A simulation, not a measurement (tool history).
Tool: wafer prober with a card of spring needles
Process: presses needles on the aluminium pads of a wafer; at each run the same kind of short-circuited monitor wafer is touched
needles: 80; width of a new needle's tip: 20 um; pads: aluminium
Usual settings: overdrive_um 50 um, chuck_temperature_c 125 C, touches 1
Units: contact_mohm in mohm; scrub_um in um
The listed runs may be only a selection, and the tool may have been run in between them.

Run 1, hour 0: usual settings. Result: contact_mohm 457 mohm, scrub_um 7.32 um.
At hour 10.4: tips cleaned on abrasive film.
Run 2, hour 19.7: usual settings but touches 2. Result: contact_mohm 775 mohm, scrub_um 7.26 um.
At hour 22.9: tips cleaned on abrasive film.
At hour 36.2: tips cleaned on abrasive film.
Run 3, hour 44.9: usual settings but chuck_temperature_c 40 C. Result: contact_mohm 804 mohm, scrub_um 7.29 um.
At hour 49.6: tips cleaned on abrasive film.
At hour 58.2: height of the first contact set anew.
At hour 62.2: tips cleaned on abrasive film.
Run 4, hour 63.7: usual settings but chuck_temperature_c 40 C. Result: contact_mohm 358 mohm, scrub_um 7.41 um.
At hour 75.6: tips cleaned on abrasive film.
Run 5, hour 85.8: usual settings but chuck_temperature_c 117 C. Result: contact_mohm 829 mohm, scrub_um 7.4 um.
At hour 88.6: tips cleaned on abrasive film.
At hour 101.2: tips cleaned on abrasive film.
Run 6, hour 112.6: usual settings but chuck_temperature_c 117 C. Result: contact_mohm 850 mohm, scrub_um 7.39 um.
At hour 114.7: tips cleaned on abrasive film.
At hour 127.1: tips cleaned on abrasive film.
Run 7, hour 133.8: usual settings but chuck_temperature_c 117 C, touches 2. Result: contact_mohm 486 mohm, scrub_um 7.35 um.
At hour 141.2: tips cleaned on abrasive film.
At hour 143.3: tips cleaned on abrasive film, once more.
Run 8, hour 149.2: usual settings but overdrive_um 34 um, chuck_temperature_c 117 C, touches 2. Result: contact_mohm 784 mohm, scrub_um 4.96 um.
At hour 157.4: tips cleaned on abrasive film.
At hour 171.1: tips cleaned on abrasive film.
Run 9, hour 174.7: usual settings but overdrive_um 34 um, chuck_temperature_c 117 C, touches 2. Result: contact_mohm 644 mohm, scrub_um 4.91 um.
At hour 184.2: tips cleaned on abrasive film.
Run 10, hour 189.2: usual settings but overdrive_um 34 um, chuck_temperature_c 117 C, touches 2. Result: contact_mohm 749 mohm, scrub_um 4.94 um.
At hour 197.2: tips cleaned on abrasive film.
At hour 209.9: tips cleaned on abrasive film.
Run 11, hour 218.3: usual settings but overdrive_um 34 um, chuck_temperature_c 117 C, touches 2. Result: contact_mohm 935 mohm, scrub_um 4.93 um.
At hour 223.2: tips cleaned on abrasive film.
At hour 236.1: tips cleaned on abrasive film.
Run 12, hour 244: usual settings but overdrive_um 34 um, chuck_temperature_c 117 C, touches 2. Result: contact_mohm 894 mohm, scrub_um 4.86 um.
At hour 249: tips cleaned on abrasive film.
At hour 251.7: height of the first contact set anew.
At hour 262.4: tips cleaned on abrasive film.
At hour 275.5: tips cleaned on abrasive film.
Run 13, hour 275.5: usual settings. Result: contact_mohm 296 mohm, scrub_um 7.37 um.

What will run 14 give?
At hour 287.6: tips cleaned on abrasive film.
Run 14, hour 293.3: usual settings but overdrive_um 46 um, chuck_temperature_c 77 C, touches 2. Result: contact_mohm ?, scrub_um ?.

contact_mohm: 523 mohm
scrub_um: 6.79 um
The same run, on a tool lacking any hidden state, would have yielded contact_mohm 241 mohm, scrub_um 6.82 um.
